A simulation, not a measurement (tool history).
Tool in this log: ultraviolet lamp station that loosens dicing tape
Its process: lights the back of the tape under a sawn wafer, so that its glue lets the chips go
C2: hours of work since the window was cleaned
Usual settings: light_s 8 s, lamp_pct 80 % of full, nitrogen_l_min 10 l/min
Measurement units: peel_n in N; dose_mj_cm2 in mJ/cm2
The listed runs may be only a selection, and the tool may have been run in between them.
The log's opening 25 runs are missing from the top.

{"hour": 1098.6, "done": "lamp changed"}
{"run": 26, "hour": 1115.0, "light_s": 8, "lamp_pct": 80, "nitrogen_l_min": 11, "hours of work of the lamp": 12, "C2": 654, "peel_n": 0.654, "dose_mj_cm2": 509}
{"hour": 1126.4, "done": "window cleaned of glue's vapour"}
{"run": 27, "hour": 1165.1, "light_s": 8, "lamp_pct": 70, "nitrogen_l_min": 4, "hours of work of the lamp": 49, "C2": 29, "peel_n": 1.423, "dose_mj_cm2": 443}
{"run": 28, "hour": 1222.5, "light_s": 8, "lamp_pct": 70, "nitrogen_l_min": 4, "hours of work of the lamp": 92, "C2": 72, "peel_n": 1.428, "dose_mj_cm2": 448}
{"run": 29, "hour": 1263.7, "light_s": 8, "lamp_pct": 60, "nitrogen_l_min": 5, "hours of work of the lamp": 123, "C2": 103, "peel_n": 1.716, "dose_mj_cm2": 379}
{"run": 30, "hour": 1303.9, "light_s": 8, "lamp_pct": 60, "nitrogen_l_min": 5, "hours of work of the lamp": 153, "C2": 133, "peel_n": 1.65, "dose_mj_cm2": 378}
{"run": 31, "hour": 1329.8, "light_s": 5, "lamp_pct": 93, "nitrogen_l_min": 4, "hours of work of the lamp": 173, "C2": 152, "peel_n": 1.932, "dose_mj_cm2": 365}
{"run": 32, "hour": 1355.5, "light_s": 15, "lamp_pct": 93, "nitrogen_l_min": 8, "hours of work of the lamp": 192, "C2": 171, "peel_n": 0.236, "dose_mj_cm2": 1100}
{"run": 33, "hour": 1404.0, "light_s": 12, "lamp_pct": 80, "nitrogen_l_min": 4, "hours of work of the lamp": 228, "C2": 208, "peel_n": 0.505, "dose_mj_cm2": 757}
{"run": 34, "hour": 1448.3, "light_s": 15, "lamp_pct": 90, "nitrogen_l_min": 8, "hours of work of the lamp": 261, "C2": 241, "peel_n": 0.231, "dose_mj_cm2": 1064}
{"run": 35, "hour": 1491.6, "light_s": 5, "lamp_pct": 89, "nitrogen_l_min": 19, "hours of work of the lamp": 294, "C2": 273, "peel_n": 1.135, "dose_mj_cm2": 349}
{"run": 36, "hour": 1525.8, "light_s": 5, "lamp_pct": 94, "nitrogen_l_min": 12, "hours of work of the lamp": 319, "C2": 299, "peel_n": 1.191, "dose_mj_cm2": 370}
{"run": 37, "hour": 1578.9, "light_s": 5, "lamp_pct": 94, "nitrogen_l_min": 12, "hours of work of the lamp": 359, "C2": 339, "peel_n": 1.232, "dose_mj_cm2": 367}
{"run": 38, "hour": 1633.2, "light_s": 5, "lamp_pct": 75, "nitrogen_l_min": 4, "hours of work of the lamp": 400, "C2": 379, "peel_n": 2.636, "dose_mj_cm2": 294}
{"run": 39, "hour": 1658.9, "light_s": 6, "lamp_pct": 75, "nitrogen_l_min": 6, "hours of work of the lamp": 419, "C2": 399, "peel_n": 1.755, "dose_mj_cm2": 352}
{"run": 40, "hour": 1716.9, "light_s": 6, "lamp_pct": 75, "nitrogen_l_min": 6, "hours of work of the lamp": 462, "C2": 442, "peel_n": 1.802, "dose_mj_cm2": 355}
{"run": 41, "hour": 1765.7, "light_s": 12, "lamp_pct": 74, "nitrogen_l_min": 11, "hours of work of the lamp": 499, "C2": 478, "peel_n": 0.366, "dose_mj_cm2": 694}
{"run": 42, "hour": 1794.4, "light_s": 13, "lamp_pct": 62, "nitrogen_l_min": 13, "hours of work of the lamp": 520, "C2": 500, "peel_n": 0.41, "dose_mj_cm2": 632}

Branching from run 42: 3 alternative next runs. What would each branch give?
{"run": "A", "hour": 1820.2, "light_s": 13, "lamp_pct": 62, "nitrogen_l_min": 6, "hours of work of the lamp": 540, "C2": 519, "peel_n": "?", "dose_mj_cm2": "?"}
{"run": "B", "hour": 1820.2, "light_s": 8, "lamp_pct": 80, "nitrogen_l_min": 8, "hours of work of the lamp": 540, "C2": 519, "peel_n": "?", "dose_mj_cm2": "?"}
{"run": "C", "hour": 1820.2, "light_s": 11, "lamp_pct": 80, "nitrogen_l_min": 10, "hours of work of the lamp": 540, "C2": 519, "peel_n": "?", "dose_mj_cm2": "?"}

run=A peel_n=0.585 dose_mj_cm2=637
run=B peel_n=0.753 dose_mj_cm2=499
run=C peel_n=0.386 dose_mj_cm2=686
Stripped of hidden state, with their random variation kept, the same runs would have yielded:
run=A peel_n=0.582 dose_mj_cm2=639
run=B peel_n=0.748 dose_mj_cm2=500
run=C peel_n=0.384 dose_mj_cm2=688
